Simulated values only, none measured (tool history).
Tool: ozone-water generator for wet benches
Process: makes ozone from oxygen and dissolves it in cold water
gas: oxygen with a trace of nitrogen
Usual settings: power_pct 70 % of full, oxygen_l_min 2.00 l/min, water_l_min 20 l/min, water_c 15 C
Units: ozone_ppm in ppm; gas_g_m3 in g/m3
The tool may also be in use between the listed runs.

| run | day | power_pct | oxygen_l_min | water_l_min | water_c | ozone_ppm | gas_g_m3 |
|---|---|---|---|---|---|---|---|
| 1 | 0.000 | 70 | 2.00 | 20 | 15 | 10.6 | 204.6 |
| 2 | 2.375 | 70 | 2.00 | 20 | 15 | 10.4 | 204.7 |
| 3 | 5.754 | 70 | 2.00 | 20 | 15 | 10.3 | 201.9 |
| 4 | 9.971 | 70 | 2.00 | 20 | 15 | 10.5 | 201.0 |
| 5 | 12.442 | 70 | 2.00 | 20 | 15 | 10.2 | 201.9 |
| 6 | 14.900 | 70 | 2.00 | 20 | 15 | 10.4 | 201.5 |
| 7 | 18.383 | 70 | 2.00 | 20 | 15 | 10.4 | 202.4 |
| 8 | 22.083 | 70 | 2.00 | 20 | 15 | 10.4 | 202.8 |
| 9 | 24.754 | 70 | 2.00 | 20 | 19 | 10.1 | 201.7 |
| 10 | 28.825 | 70 | 2.00 | 18 | 15 | 11.6 | 202.5 |
| 11 | 32.517 | 70 | 2.00 | 18 | 15 | 11.8 | 199.6 |
| 12 | 35.079 | 70 | 2.00 | 18 | 15 | 11.5 | 200.9 |
| 13 | 37.446 | 70 | 2.51 | 20 | 15 | 10.7 | 174.8 |
| 14 | 40.008 | 53 | 2.51 | 20 | 15 | 9.1 | 149.2 |
| 15 | 43.421 | 53 | 2.51 | 20 | 15 | 9.1 | 149.1 |
| 16 | 46.788 | 45 | 2.51 | 20 | 15 | 8.3 | 135.3 |
| 17 | 50.838 | 45 | 2.51 | 20 | 15 | 8.3 | 136.2 |
| 18 | 53.450 | 79 | 3.09 | 29 | 8 | 7.8 | 164.8 |
| 19 | 55.750 | 79 | 3.09 | 29 | 17 | 7.4 | 165.3 |
| 20 | 59.788 | 97 | 2.00 | 30 | 10 | 7.2 | 237.5 |
| 21 | 61.517 | 70 | 1.35 | 20 | 9 | 9.5 | 248.7 |
| 22 | 64.846 | 90 | 1.27 | 16 | 14 | 13.8 | 290.4 |
| 23 | 68.217 | 65 | 3.30 | 17 | 14 | 12.7 | 142.9 |
| 24 | 71.667 | 65 | 3.30 | 17 | 14 | 12.4 | 142.5 |
| 25 | 73.954 | 45 | 3.39 | 16 | 14 | 11.0 | 115.5 |
| 26 | 77.196 | 45 | 3.39 | 16 | 14 | 11.0 | 115.4 |
| 27 | 79.017 | 63 | 2.00 | 14 | 17 | 13.9 | 185.9 |
| 28 | 82.025 | 85 | 2.00 | 14 | 20 | 15.9 | 216.8 |
| 29 | 84.854 | 70 | 2.00 | 18 | 15 | 11.3 | 194.9 |
| 30 | 86.717 | 63 | 1.91 | 18 | 10 | 10.9 | 188.1 |
| 31 | 88.767 | 51 | 1.65 | 15 | 15 | 11.2 | 183.8 |
| 32 | 90.875 | 51 | 1.65 | 15 | 15 | 11.3 | 183.4 |
| 33 | 94.142 | 45 | 2.38 | 23 | 15 | 6.9 | 139.0 |

Some steps in ozone_ppm between neighbouring runs. How much of each would the tool show without its hidden state too (settings, what came in, random variation), and how much is left for the hidden state, with any gauge scatter that isn't in both results?
The hidden state here: yield of the discharge, % of new electrodes'; contactor's efficiency, % of a clean one's; true water temperature over the reading, C; drift of the gauge itself on ozone_ppm, %; drift of the gauge itself on gas_g_m3, %.
Run 21 -> 22: power_pct 70 -> 90, oxygen_l_min 1.35 -> 1.27, water_l_min 20 -> 16, water_c 9 -> 14. ozone_ppm +4.3 ppm: hidden state -0.8, all else +5.1.
Run 26 -> 27: power_pct 45 -> 63, oxygen_l_min 3.39 -> 2.00, water_l_min 16 -> 14, water_c 14 -> 17. ozone_ppm +2.9 ppm: hidden state -0.7, all else +3.6.
Run 28 -> 29: power_pct 85 -> 70, water_l_min 14 -> 18, water_c 20 -> 15. ozone_ppm -4.6 ppm: hidden state +0.8, all else -5.4.
Run 32 -> 33: power_pct 51 -> 45, oxygen_l_min 1.65 -> 2.38, water_l_min 15 -> 23. ozone_ppm -4.4 ppm: hidden state +0.5, all else -4.9.
